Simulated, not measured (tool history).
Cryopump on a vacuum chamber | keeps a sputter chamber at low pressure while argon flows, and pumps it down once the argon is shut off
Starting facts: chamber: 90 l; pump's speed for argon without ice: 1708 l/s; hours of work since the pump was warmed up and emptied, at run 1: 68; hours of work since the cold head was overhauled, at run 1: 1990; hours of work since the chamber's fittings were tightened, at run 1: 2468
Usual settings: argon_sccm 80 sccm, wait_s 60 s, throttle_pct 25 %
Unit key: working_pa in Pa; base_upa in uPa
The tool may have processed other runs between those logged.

run    hour  argon_sccm  wait_s  throttle_pct  hours of work since the pump was warmed up and emptied  hours of work since the cold head was overhauled  hours of work since the chamber's fittings were tightened  working_pa  base_upa
  1       0          80      60            25                                                      68                                              1990                                                       2468      0.3224      2.95
  2    57.9          80      60            18                                                      97                                              2019                                                       2497      0.4492      3.01
  3   144.5          80      60            18                                                     139                                              2061                                                       2540      0.4535      3.21
  4   224.5          80      60            18                                                     179                                              2101                                                       2579      0.4551      3.17
  5     336          91      60            18                                                     234                                              2156                                                       2634      0.5185      3.43
  6   408.9          80      24            25                                                     270                                              2192                                                       2670      0.3404      5.05
  7   458.9          80      60            25                                                     294                                              2216                                                       2695      0.3421      3.71
  8   579.7          80      60            25                                                     354                                              2276                                                       2754      0.3485      3.82
  9   645.5          80      60            25                                                     386                                              2308                                                       2787      0.3508      3.85
 10   739.9          80      60            25                                                     433                                              2355                                                       2833      0.3563      4.15
      764.6  -- pump warmed up, emptied and cooled again
 11   834.9          80      60            25                                                      35                                              2399                                                       2878      0.3237       3.2
 12   891.8          35      60            25                                                      63                                              2427                                                       2906      0.1401      3.27
 13  1011.2          46      60            25                                                     122                                              2486                                                       2965      0.1879      3.42
 14  1062.9          46      60            25                                                     147                                              2512                                                       2990      0.1875      3.43
 15  1126.8          80      60            38                                                     179                                              2543                                                       3022      0.2226      3.67
 16  1182.1         130     268            38                                                     206                                              2571                                                       3049      0.3629      2.91
 17  1235.9          38     138            36                                                     232                                              2597                                                       3075      0.1144      3.36
 18  1295.9          80      45            16                                                     262                                              2627                                                       3105      0.5181      4.26
 19  1363.6          52      33            16                                                     295                                              2660                                                       3138      0.3383      4.81
     1429.5  -- leaking fittings of the chamber tightened, without venting
 20  1455.8          52      33            16                                                     340                                              2705                                                         13      0.3418      2.13
 21  1568.8          34      33            16                                                     396                                              2760                                                         69      0.2252      2.17
 22  1626.5         115      96            22                                                     424                                              2789                                                         97      0.5717      0.98
     1669.7  -- pump warmed up, emptied and cooled again
 23  1713.9          50      97            19                                                      22                                              2829                                                        138      0.2636      0.91
 24  1790.1          34      97            15                                                      59                                              2867                                                        175      0.2276      0.94
 25  1891.5          80     160            49                                                     109                                              2917                                                        225      0.1698      0.79
 26  2003.8          45     160            49                                                     165                                              2972                                                        281      0.0978      0.84
 27  2100.3          37      64            21                                                     212                                              3020                                                        328      0.1824      1.39

5 ways to go on from here, each from the tool as it stands after run 27. What would each give?
  A  2206.7          46      60            28                                                     265                                              3072                                                        381           ?         ?
  B  2206.7          37      25            21                                                     265                                              3072                                                        381           ?         ?
  C  2206.7          47      20            22                                                     265                                              3072                                                        381           ?         ?
  D  2206.7         114      64            18                                                     265                                              3072                                                        381           ?         ?
  E  2206.7          67     121            57                                                     265                                              3072                                                        381           ?         ?

run  working_pa  base_upa
  A      0.1761      1.61
  B      0.1849      3.01
  C      0.2223      3.56
  D      0.6609      1.49
  E      0.1328      1.06
Had the tool no hidden state, the same runs would have come out as:
run  working_pa  base_upa
  A      0.1635       1.2
  B      0.1747       2.6
  C      0.2095      3.16
  D      0.6296      1.09
  E      0.1146      0.65
